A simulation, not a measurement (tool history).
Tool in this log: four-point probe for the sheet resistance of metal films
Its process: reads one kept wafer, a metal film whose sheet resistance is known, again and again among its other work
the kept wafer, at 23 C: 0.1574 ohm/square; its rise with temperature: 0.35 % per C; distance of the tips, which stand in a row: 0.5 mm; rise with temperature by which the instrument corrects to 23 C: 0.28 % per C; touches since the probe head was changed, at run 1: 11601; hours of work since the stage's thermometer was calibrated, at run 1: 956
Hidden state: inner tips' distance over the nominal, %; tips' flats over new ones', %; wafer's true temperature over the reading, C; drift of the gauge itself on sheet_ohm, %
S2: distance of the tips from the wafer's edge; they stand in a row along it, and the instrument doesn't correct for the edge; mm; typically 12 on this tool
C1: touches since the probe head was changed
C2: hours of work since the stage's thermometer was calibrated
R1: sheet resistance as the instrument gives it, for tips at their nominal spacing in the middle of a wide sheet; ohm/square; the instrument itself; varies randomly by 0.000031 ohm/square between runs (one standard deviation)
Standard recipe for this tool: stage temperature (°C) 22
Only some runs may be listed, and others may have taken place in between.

Run 1, hour 0: usual settings; C1 11601; C2 956. Result: R1 0.15736 ohm/square.
Run 2, hour 14.2: usual settings; C1 11888; C2 965. Result: R1 0.157394 ohm/square.
Run 3, hour 24.7: usual settings; C1 12103; C2 971. Result: R1 0.157357 ohm/square.
Run 4, hour 38.6: usual settings but S2 66 mm; C1 12384; C2 980. Result: R1 0.157254 ohm/square.
Run 5, hour 48.8: usual settings but S2 66 mm; C1 12591; C2 986. Result: R1 0.157201 ohm/square.
Run 6, hour 68.4: usual settings but S2 66 mm; C1 12989; C2 998. Result: R1 0.157278 ohm/square.
Run 7, hour 83.3: usual settings but S2 22 mm; C1 13292; C2 1007. Result: R1 0.157302 ohm/square.
Run 8, hour 103.8: usual settings; C1 13706; C2 1020. Result: R1 0.157331 ohm/square.
Run 9, hour 124: usual settings; C1 14116; C2 1032. Result: R1 0.157311 ohm/square.
Run 10, hour 138.8: usual settings; C1 14417; C2 1041. Result: R1 0.157299 ohm/square.
At hour 140.9: stage's thermometer calibrated.
Run 11, hour 155: usual settings; C1 14735; C2 9. Result: R1 0.157216 ohm/square.
Run 12, hour 168.4: usual settings but stage temperature (°C) 34, S2 5 mm; C1 15007; C2 17. Result: R1 0.159202 ohm/square.
Run 13, hour 177.4: usual settings but stage temperature (°C) 34, S2 5 mm; C1 15190; C2 22. Result: R1 0.159269 ohm/square.
Run 14, hour 187.7: usual settings but stage temperature (°C) 34, S2 31 mm; C1 15399; C2 29. Result: R1 0.158419 ohm/square.

Expected results for the next run?
Run 15, hour 199.4: usual settings but stage temperature (°C) 34, S2 31 mm; C1 15637; C2 36. Result: R1 ?.

R1: 0.158382 ohm/square
On a tool with no hidden condition, and with the same random variation, this run would have come out at R1 0.158548 ohm/square.
